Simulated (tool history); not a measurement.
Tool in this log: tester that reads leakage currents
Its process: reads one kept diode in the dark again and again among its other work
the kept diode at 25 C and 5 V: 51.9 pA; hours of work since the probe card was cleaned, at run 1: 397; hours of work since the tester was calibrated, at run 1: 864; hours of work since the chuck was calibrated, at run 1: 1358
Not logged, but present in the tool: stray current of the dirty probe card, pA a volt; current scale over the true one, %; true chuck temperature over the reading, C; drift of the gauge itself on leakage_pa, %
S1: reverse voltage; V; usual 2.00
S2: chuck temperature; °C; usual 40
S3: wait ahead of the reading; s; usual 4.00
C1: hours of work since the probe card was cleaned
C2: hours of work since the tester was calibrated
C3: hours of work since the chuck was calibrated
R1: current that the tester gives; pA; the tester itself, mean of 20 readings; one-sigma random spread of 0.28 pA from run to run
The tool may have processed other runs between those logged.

run    hour     S1  S2    S3    C1    C2    C3      R1
  1     0.0   2.00  40  4.00   397   864  1358   82.54
  2    23.3   2.00  40  4.00   411   878  1371   82.07
  3    60.7   2.00  40  4.00   432   899  1392   82.19
  4    83.8   2.00  40  4.00   445   912  1405   81.60
  5   117.7   2.00  40  4.00   464   931  1424   81.94
  6   138.7   2.00  40  4.00   476   943  1436   82.03
  7   163.1   2.00  40  4.00   490   957  1450   81.40
  8   183.4   2.00  40  4.00   501   968  1462   81.82
  9   203.5   2.00  40  4.00   513   980  1473   81.93
 10   242.4   5.49  40  4.00   535  1002  1495  144.42
 11   266.1   5.49  40  4.00   548  1015  1509  144.43
 12   287.4   2.00  40  4.00   560  1027  1521   81.20
 13   324.1   2.00  40  4.00   581  1048  1541   81.07
 14   361.0   2.00  40  4.00   602  1069  1562   80.98
 15   393.6   3.57  40  4.00   621  1087  1581  112.73
 16   431.9   2.00  47  4.00   642  1109  1603  129.47
 17   472.9   2.00  47  4.00   665  1132  1626  129.17
 18   511.5   2.00  40  4.00   687  1154  1648   80.78
 19   531.6   2.00  40  4.00   699  1166  1659   80.48
 20   557.1   2.00  40  4.00   713  1180  1673   80.56
 21   593.1  11.41  40  4.00   734  1201  1694  215.28
      616.4  -- chuck's temperature calibrated
 22   636.0  11.41  40  4.00   757  1224    11  244.87
 23   677.3   3.01  40  0.38   780  1247    34  116.49
 24   708.9   2.44  23  0.38   798  1265    52   32.10
 25   744.4   3.69  40  4.00   818  1285    73  129.82
 26   768.4   3.69  40  4.00   832  1299    86  128.79
 27   792.5   2.00  52  2.66   845  1312   100  199.13
 28   828.2   1.72  23  1.21   866  1333   120   25.62
 29   858.5   1.72  23  1.21   883  1350   137   25.57
 30   883.4   1.58  40  4.00   897  1364   151   79.77
 31   905.7   3.43  44  6.18   910  1377   164  160.33
 32   942.6  15.84  30  2.17   931  1397   185  152.56
 33   968.9  15.84  30  2.17   945  1412   200  152.62
 34  1009.0   4.65  55  2.17   968  1435   223  380.40
 35  1027.5  14.19  55  2.36   979  1446   233  713.42
 36  1049.6   2.44  57  2.36   991  1458   246  301.89
 37  1085.5   1.61  45  2.38  1011  1478   266  111.06
 38  1108.3   1.61  45  2.38  1024  1491   279  110.93
 39  1130.4   1.59  30  0.74  1037  1504   291   39.95

Alternative continuations, all from the tool just after run 39; predict every row:
  A  1167.2  2.00  39  2.37  1058  1525  312   ?
  B  1167.2  4.42  30  5.79  1058  1525  312   ?
  C  1167.2  1.59  25  0.74  1058  1525  312   ?

run     R1
  A  84.11
  B  71.70
  C  27.97
What these runs would have given with no unlogged condition in the tool:
run     R1
  A  85.48
  B  70.41
  C  27.61

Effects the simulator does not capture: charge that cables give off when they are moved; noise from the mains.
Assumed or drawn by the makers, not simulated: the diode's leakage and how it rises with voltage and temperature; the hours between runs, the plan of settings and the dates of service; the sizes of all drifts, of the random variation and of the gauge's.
